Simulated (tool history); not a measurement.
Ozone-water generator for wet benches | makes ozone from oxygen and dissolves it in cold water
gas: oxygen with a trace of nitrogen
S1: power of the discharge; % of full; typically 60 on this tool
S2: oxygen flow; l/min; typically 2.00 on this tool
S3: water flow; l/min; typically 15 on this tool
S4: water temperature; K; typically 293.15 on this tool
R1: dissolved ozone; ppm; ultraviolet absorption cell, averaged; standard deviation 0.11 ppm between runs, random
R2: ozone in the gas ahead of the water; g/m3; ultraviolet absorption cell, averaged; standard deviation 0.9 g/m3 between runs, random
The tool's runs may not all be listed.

run,hour,S1,S2,S3,S4,R1,R2
1,0.0,60,2.00,15,293.15,8.8,146.3
2,159.5,60,2.00,15,293.15,8.7,147.0
3,252.6,60,2.00,15,293.15,8.8,145.1
4,415.7,60,2.00,15,293.15,8.7,146.2
# hour 429.8: water thermometer calibrated
5,506.7,60,2.00,15,293.15,8.7,144.9
6,633.1,60,2.00,15,293.15,8.9,145.2
7,744.9,83,1.09,11,293.15,14.9,289.2
8,940.9,83,1.50,10,293.15,16.6,229.3
9,1081.7,69,1.50,22,301.15,6.2,196.7
10,1198.3,60,1.34,18,293.15,7.0,188.2
# hour 1270.1: water thermometer calibrated, once more
11,1308.7,97,2.00,9,293.15,20.6,218.5
12,1445.7,60,2.00,21,293.15,6.3,142.4

Predict each of these 4 candidate next runs independently; none follows another, all start after run 12:
A,1536.8,67,2.00,21,293.15,?,?
B,1536.8,60,3.39,15,293.15,?,?
C,1536.8,73,2.00,12,294.15,?,?
D,1536.8,60,2.00,13,293.15,?,?

run,R1,R2
A,6.9,157.1
B,8.5,100.8
C,12.5,170.4
D,9.9,143.5
Take away the tool's hidden state, keep each run's random variation, and the runs would have read:
run,R1,R2
A,7.5,166.0
B,9.2,105.9
C,13.6,180.8
D,10.8,150.8
